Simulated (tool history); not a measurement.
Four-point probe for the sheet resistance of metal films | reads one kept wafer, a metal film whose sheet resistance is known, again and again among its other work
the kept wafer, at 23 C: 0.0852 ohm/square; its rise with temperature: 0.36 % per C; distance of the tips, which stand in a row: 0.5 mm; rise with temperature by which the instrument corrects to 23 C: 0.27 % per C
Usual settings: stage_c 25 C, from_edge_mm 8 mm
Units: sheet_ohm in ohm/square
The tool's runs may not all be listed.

run 1 hour=0.0 | stage_c=25 from_edge_mm=8 | sheet_ohm=0.084991
run 2 hour=21.0 | stage_c=25 from_edge_mm=8 | sheet_ohm=0.085003
run 3 hour=69.6 | stage_c=25 from_edge_mm=8 | sheet_ohm=0.085017
run 4 hour=106.9 | stage_c=25 from_edge_mm=8 | sheet_ohm=0.084906
run 5 hour=140.8 | stage_c=25 from_edge_mm=8 | sheet_ohm=0.084941
run 6 hour=178.1 | stage_c=25 from_edge_mm=8 | sheet_ohm=0.084991
run 7 hour=201.3 | stage_c=25 from_edge_mm=8 | sheet_ohm=0.084943
run 8 hour=242.0 | stage_c=25 from_edge_mm=8 | sheet_ohm=0.084908
run 9 hour=269.7 | stage_c=34 from_edge_mm=6 | sheet_ohm=0.085729
run 10 hour=297.7 | stage_c=19 from_edge_mm=8 | sheet_ohm=0.084466
-- hour=302.9 stage's thermometer calibrated
run 11 hour=323.7 | stage_c=22 from_edge_mm=57 | sheet_ohm=0.084560

Forecast run 12:
-- hour=372.3 stage's thermometer calibrated, once more
run 12 hour=373.9 | stage_c=32 from_edge_mm=3 | sheet_ohm=?

Run 12 gave sheet_ohm 0.086423 ohm/square.
Without the tool's hidden state the same run would have given sheet_ohm 0.087097 ohm/square.

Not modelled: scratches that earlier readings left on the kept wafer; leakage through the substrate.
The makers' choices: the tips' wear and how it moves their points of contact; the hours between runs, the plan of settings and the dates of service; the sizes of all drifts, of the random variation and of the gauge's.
